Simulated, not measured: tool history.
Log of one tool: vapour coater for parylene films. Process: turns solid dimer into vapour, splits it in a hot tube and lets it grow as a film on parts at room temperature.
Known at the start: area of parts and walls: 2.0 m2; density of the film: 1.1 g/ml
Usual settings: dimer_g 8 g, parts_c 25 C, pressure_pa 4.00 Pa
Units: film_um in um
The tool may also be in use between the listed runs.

run,day,dimer_g,parts_c,pressure_pa,film_um
1,0.000,8,25,4.00,2.27
2,0.412,8,25,7.46,1.98
# day 0.942: trap's valve overhauled
3,1.062,8,25,6.68,2.02
4,1.642,8,25,6.68,2.04
5,2.304,8,25,6.68,2.03
6,2.996,8,25,6.68,2.03
7,3.525,3,25,6.68,0.76
8,4.062,8,25,5.45,2.12
9,4.471,8,28,7.43,1.80
10,4.912,8,28,7.43,1.82
11,5.712,8,28,7.43,1.82
12,6.442,8,28,7.43,1.81
13,6.988,8,37,7.83,1.32
14,7.412,5,27,7.83,1.15
15,7.946,5,27,7.83,1.14

Forecast each of these 3 alternatives for the next run:
A,8.433,6,19,5.31,?
B,8.433,6,27,4.09,?
C,8.433,8,27,7.83,?

run,film_um
A,1.97
B,1.58
C,1.87
Without the tool's hidden state the same runs would have given:
run,film_um
A,1.97
B,1.58
C,1.87

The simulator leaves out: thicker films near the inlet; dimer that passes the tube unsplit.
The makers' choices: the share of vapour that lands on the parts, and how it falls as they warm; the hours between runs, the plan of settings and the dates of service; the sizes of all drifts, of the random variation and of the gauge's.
